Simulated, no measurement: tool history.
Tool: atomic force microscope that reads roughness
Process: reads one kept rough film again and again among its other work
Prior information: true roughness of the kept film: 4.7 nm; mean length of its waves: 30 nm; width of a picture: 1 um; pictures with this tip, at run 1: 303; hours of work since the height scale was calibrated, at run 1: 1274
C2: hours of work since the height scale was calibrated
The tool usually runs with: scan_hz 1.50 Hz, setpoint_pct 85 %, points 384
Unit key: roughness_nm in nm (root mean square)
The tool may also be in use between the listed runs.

{"run": 1, "day": 0.0, "scan_hz": 1.5, "setpoint_pct": 85, "points": 384, "pictures with this tip": 303, "C2": 1274, "roughness_nm": 3.117}
{"run": 2, "day": 2.133, "scan_hz": 1.5, "setpoint_pct": 85, "points": 384, "pictures with this tip": 347, "C2": 1296, "roughness_nm": 2.992}
{"run": 3, "day": 3.862, "scan_hz": 1.5, "setpoint_pct": 85, "points": 384, "pictures with this tip": 383, "C2": 1315, "roughness_nm": 2.924}
{"day": 4.033, "done": "new tip fitted"}
{"run": 4, "day": 7.162, "scan_hz": 1.5, "setpoint_pct": 85, "points": 674, "pictures with this tip": 65, "C2": 1349, "roughness_nm": 3.701}
{"run": 5, "day": 9.617, "scan_hz": 1.5, "setpoint_pct": 85, "points": 674, "pictures with this tip": 116, "C2": 1375, "roughness_nm": 3.534}
{"run": 6, "day": 12.238, "scan_hz": 1.5, "setpoint_pct": 85, "points": 674, "pictures with this tip": 170, "C2": 1402, "roughness_nm": 3.371}
{"day": 12.579, "done": "height scale calibrated on a step standard"}
{"run": 7, "day": 13.896, "scan_hz": 1.5, "setpoint_pct": 85, "points": 268, "pictures with this tip": 203, "C2": 14, "roughness_nm": 3.278}
{"run": 8, "day": 17.033, "scan_hz": 1.5, "setpoint_pct": 85, "points": 268, "pictures with this tip": 268, "C2": 47, "roughness_nm": 3.133}
{"run": 9, "day": 18.679, "scan_hz": 1.5, "setpoint_pct": 85, "points": 268, "pictures with this tip": 302, "C2": 64, "roughness_nm": 3.036}
{"run": 10, "day": 20.438, "scan_hz": 3.89, "setpoint_pct": 85, "points": 729, "pictures with this tip": 338, "C2": 83, "roughness_nm": 2.665}
{"day": 20.646, "done": "height scale calibrated on a step standard, once more"}
{"run": 11, "day": 22.608, "scan_hz": 1.01, "setpoint_pct": 80, "points": 728, "pictures with this tip": 382, "C2": 21, "roughness_nm": 2.988}
{"day": 22.942, "done": "new tip fitted"}
{"run": 12, "day": 24.529, "scan_hz": 1.45, "setpoint_pct": 89, "points": 384, "pictures with this tip": 33, "C2": 41, "roughness_nm": 3.699}
{"run": 13, "day": 27.846, "scan_hz": 0.98, "setpoint_pct": 83, "points": 592, "pictures with this tip": 101, "C2": 75, "roughness_nm": 3.697}
{"run": 14, "day": 29.496, "scan_hz": 1.5, "setpoint_pct": 77, "points": 384, "pictures with this tip": 135, "C2": 93, "roughness_nm": 3.569}
{"run": 15, "day": 32.875, "scan_hz": 1.5, "setpoint_pct": 88, "points": 384, "pictures with this tip": 205, "C2": 128, "roughness_nm": 3.239}

Take each entry between the runs: how does the hidden state at the last listed run before it differ from the hidden state at the first listed run after it?
In the gap between runs 3 and 4: new tip fitted (day 4.033)
  radius of the tip, nm: 23.1 -> 8.8; height scale over the true one, %: 0.93 -> 0.96
  measured minus no-state result, roughness_nm: -0.953 -> -0.224 nm (root mean square)
In the gap between runs 6 and 7: height scale calibrated on a step standard (day 12.579)
  radius of the tip, nm: 13.8 -> 15.2; height scale over the true one, %: 1 -> 1.53
  measured minus no-state result, roughness_nm: -0.513 -> -0.570 nm (root mean square)
In the gap between runs 10 and 11: height scale calibrated on a step standard, once more (day 20.646)
  radius of the tip, nm: 21.8 -> 23.8; height scale over the true one, %: 1.58 -> 0.02
  measured minus no-state result, roughness_nm: -0.782 -> -1.056 nm (root mean square)
In the gap between runs 11 and 12: new tip fitted (day 22.942)
  radius of the tip, nm: 23.8 -> 6.8; height scale over the true one, %: 0.02 -> 0.04
  measured minus no-state result, roughness_nm: -1.056 -> -0.123 nm (root mean square)
